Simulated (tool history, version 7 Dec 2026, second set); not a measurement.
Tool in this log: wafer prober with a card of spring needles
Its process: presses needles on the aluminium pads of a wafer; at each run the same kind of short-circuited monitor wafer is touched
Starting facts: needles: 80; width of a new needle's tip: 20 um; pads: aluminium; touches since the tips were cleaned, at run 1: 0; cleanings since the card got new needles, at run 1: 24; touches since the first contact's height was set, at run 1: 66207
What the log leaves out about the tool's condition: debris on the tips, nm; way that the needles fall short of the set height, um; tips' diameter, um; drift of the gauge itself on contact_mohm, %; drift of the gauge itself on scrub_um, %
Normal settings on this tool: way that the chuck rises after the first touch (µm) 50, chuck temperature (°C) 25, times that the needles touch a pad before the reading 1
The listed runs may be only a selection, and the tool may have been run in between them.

run	day	way that the chuck rises after the first touch (µm)	chuck temperature (°C)	times that the needles touch a pad before the reading	touches since the tips were cleaned	cleanings since the card got new needles	touches since the first contact's height was set	resistance of one needle with its contact and lead (mohm)	way that a needle slides on the pad (µm)
1	0	50	25	1	0	24	66207	266	10.106
# day 0.412: tips cleaned on abrasive film
# day 0.829: tips cleaned on abrasive film
# day 1.242: tips cleaned on abrasive film
# day 1.658: tips cleaned on abrasive film
2	1.933	50	25	1	4074	28	94677	339	10.015
# day 2.046: height of the first contact set anew
# day 2.154: tips cleaned on abrasive film
# day 2.567: tips cleaned on abrasive film
# day 2.983: tips cleaned on abrasive film
# day 3.396: tips cleaned on abrasive film
# day 3.812: tips cleaned on abrasive film
3	3.912	50	35	1	1501	33	27421	310	10.162
# day 4.325: tips cleaned on abrasive film
# day 4.742: tips cleaned on abrasive film
# day 5.154: tips cleaned on abrasive film
# day 5.675: tips cleaned on abrasive film
# day 6.192: tips cleaned on abrasive film
4	6.521	50	25	1	4937	38	65902	346	10.103
# day 6.629: tips cleaned on abrasive film
# day 7.042: tips cleaned on abrasive film
# day 7.458: tips cleaned on abrasive film
# day 7.975: tips cleaned on abrasive film
# day 8.388: tips cleaned on abrasive film
# day 8.608: height of the first contact set anew
# day 8.921: tips cleaned on abrasive film
5	8.962	50	32	1	625	44	5200	286	10.232
# day 9.375: tips cleaned on abrasive film
# day 9.792: tips cleaned on abrasive film
# day 10.204: tips cleaned on abrasive film
# day 10.621: tips cleaned on abrasive film
# day 11.033: tips cleaned on abrasive film
# day 11.45: tips cleaned on abrasive film
6	11.646	50	32	1	2940	50	44735	312	10.128
# day 11.958: tips cleaned on abrasive film
# day 12.475: tips cleaned on abrasive film
# day 12.992: tips cleaned on abrasive film
# day 13.404: tips cleaned on abrasive film
# day 13.821: tips cleaned on abrasive film
# day 14.338: tips cleaned on abrasive film
7	14.388	50	25	1	719	56	85097	283	10.057
# day 14.8: tips cleaned on abrasive film
# day 15.121: height of the first contact set anew
# day 15.329: tips cleaned on abrasive film
# day 15.846: tips cleaned on abrasive film
# day 16.262: tips cleaned on abrasive film
8	16.575	50	42	1	4671	60	21443	339	10.193
# day 16.683: tips cleaned on abrasive film
# day 17.096: tips cleaned on abrasive film
# day 17.612: tips cleaned on abrasive film
# day 18.129: tips cleaned on abrasive film
# day 18.546: tips cleaned on abrasive film
# day 18.958: tips cleaned on abrasive film
# day 19.375: tips cleaned on abrasive film
9	19.729	50	42	1	5267	67	67876	357	10.114
# day 19.833: tips cleaned on abrasive film
# day 20.25: tips cleaned on abrasive film
# day 20.662: tips cleaned on abrasive film
# day 21.079: tips cleaned on abrasive film
10	21.15	50	25	1	1032	71	88728	294	10.047
# day 21.562: tips cleaned on abrasive film
# day 21.679: height of the first contact set anew
# day 21.988: tips cleaned on abrasive film
# day 22.404: tips cleaned on abrasive film
# day 22.817: tips cleaned on abrasive film
11	23.2	50	25	1	5656	75	22428	354	10.192
# day 23.304: tips cleaned on abrasive film
# day 23.721: tips cleaned on abrasive film
# day 24.133: tips cleaned on abrasive film
# day 24.65: tips cleaned on abrasive film
12	25.046	50	25	1	5829	79	49603	355	10.142
# day 25.15: tips cleaned on abrasive film
# day 25.567: tips cleaned on abrasive film
# day 26.083: tips cleaned on abrasive film
# day 26.496: tips cleaned on abrasive film
# day 26.912: tips cleaned on abrasive film
# day 27.325: tips cleaned on abrasive film
# day 27.742: tips cleaned on abrasive film
13	28.117	50	25	1	5577	86	94823	359	10.059
# day 28.221: tips cleaned on abrasive film
# day 28.233: height of the first contact set anew
# day 28.75: tips cleaned on abrasive film
# day 29.267: tips cleaned on abrasive film
# day 29.683: tips cleaned on abrasive film
# day 30.2: tips cleaned on abrasive film
# day 30.717: tips cleaned on abrasive film
14	31.1	50	25	1	5678	92	42271	363	10.174
# day 31.204: tips cleaned on abrasive film
# day 31.621: tips cleaned on abrasive film
# day 32.033: tips cleaned on abrasive film
# day 32.55: tips cleaned on abrasive film
# day 32.967: tips cleaned on abrasive film
# day 33.379: tips cleaned on abrasive film
# day 33.796: tips cleaned on abrasive film
15	33.804	50	25	1	147	99	82061	272	10.07
# day 34.221: tips cleaned on abrasive film
# day 34.633: tips cleaned on abrasive film
# day 34.75: height of the first contact set anew
# day 35.062: tips cleaned on abrasive film
# day 35.579: tips cleaned on abrasive film
# day 35.992: tips cleaned on abrasive film
# day 36.408: tips cleaned on abrasive film
# day 36.925: tips cleaned on abrasive film
16	36.938	50	49	3	183	106	32203	272	10.18
# day 37.35: tips cleaned on abrasive film
# day 37.767: tips cleaned on abrasive film
# day 38.283: tips cleaned on abrasive film
# day 38.696: tips cleaned on abrasive film
# day 39.112: tips cleaned on abrasive film
17	39.121	50	77	1	167	111	64392	287	10.104
# day 39.538: tips cleaned on abrasive film
# day 39.95: tips cleaned on abrasive film
# day 40.367: tips cleaned on abrasive film
# day 40.779: tips cleaned on abrasive film
# day 41.296: tips cleaned on abrasive film
# day 41.308: height of the first contact set anew
# day 41.825: tips cleaned on abrasive film
18	41.954	50	77	1	1872	117	9495	317	10.206
# day 42.267: tips cleaned on abrasive film
# day 42.783: tips cleaned on abrasive film
# day 43.196: tips cleaned on abrasive film
# day 43.712: tips cleaned on abrasive film
# day 44.229: tips cleaned on abrasive film
# day 44.646: tips cleaned on abrasive film
19	44.946	31	87	1	4494	123	53631	504	6.243
# day 45.158: tips cleaned on abrasive film
# day 45.571: tips cleaned on abrasive film
# day 46.088: tips cleaned on abrasive film
# day 46.604: tips cleaned on abrasive film
# day 47.021: tips cleaned on abrasive film
# day 47.538: tips cleaned on abrasive film
20	47.696	31	87	1	2364	129	94114	432	6.169
# day 47.812: height of the first contact set anew
# day 48.021: tips cleaned on abrasive film
# day 48.433: tips cleaned on abrasive film
# day 48.85: tips cleaned on abrasive film
# day 49.367: tips cleaned on abrasive film
21	49.462	31	87	3	1449	133	24319	325	6.297
# day 49.879: tips cleaned on abrasive film
# day 50.292: tips cleaned on abrasive film
# day 50.708: tips cleaned on abrasive film
# day 51.121: tips cleaned on abrasive film
22	51.392	38	99	3	3999	137	52713	334	7.666
# day 51.6: tips cleaned on abrasive film
# day 52.012: tips cleaned on abrasive film
# day 52.529: tips cleaned on abrasive film
# day 52.946: tips cleaned on abrasive film
# day 53.462: tips cleaned on abrasive film
# day 53.879: tips cleaned on abrasive film
# day 54.3: height of the first contact set anew
# day 54.408: tips cleaned on abrasive film
23	54.446	37	32	1	572	144	2097	314	7.573

Each row is a separate what-if for the run after 23, all from the same tool condition, not one after another. Results?
# day 54.858: tips cleaned on abrasive film
# day 55.275: tips cleaned on abrasive film
# day 55.688: tips cleaned on abrasive film
# day 56.104: tips cleaned on abrasive film
# day 56.517: tips cleaned on abrasive film
# day 56.933: tips cleaned on abrasive film
A	57.096	50	25	3	2441	150	41131	?	?
# day 54.858: tips cleaned on abrasive film
# day 55.275: tips cleaned on abrasive film
# day 55.688: tips cleaned on abrasive film
# day 56.104: tips cleaned on abrasive film
# day 56.517: tips cleaned on abrasive film
# day 56.933: tips cleaned on abrasive film
B	57.096	34	32	1	2441	150	41131	?	?
# day 54.858: tips cleaned on abrasive film
# day 55.275: tips cleaned on abrasive film
# day 55.688: tips cleaned on abrasive film
# day 56.104: tips cleaned on abrasive film
# day 56.517: tips cleaned on abrasive film
# day 56.933: tips cleaned on abrasive film
C	57.096	41	90	1	2441	150	41131	?	?
# day 54.858: tips cleaned on abrasive film
# day 55.275: tips cleaned on abrasive film
# day 55.688: tips cleaned on abrasive film
# day 56.104: tips cleaned on abrasive film
# day 56.517: tips cleaned on abrasive film
# day 56.933: tips cleaned on abrasive film
D	57.096	67	25	1	2441	150	41131	?	?

run	resistance of one needle with its contact and lead (mohm)	way that a needle slides on the pad (µm)
A	286	10.149
B	407	6.858
C	373	8.307
D	292	13.643
Without the tool's unlogged condition, the same runs would have read:
run	resistance of one needle with its contact and lead (mohm)	way that a needle slides on the pad (µm)
A	259	10.244
B	267	6.953
C	282	8.401
D	252	13.738

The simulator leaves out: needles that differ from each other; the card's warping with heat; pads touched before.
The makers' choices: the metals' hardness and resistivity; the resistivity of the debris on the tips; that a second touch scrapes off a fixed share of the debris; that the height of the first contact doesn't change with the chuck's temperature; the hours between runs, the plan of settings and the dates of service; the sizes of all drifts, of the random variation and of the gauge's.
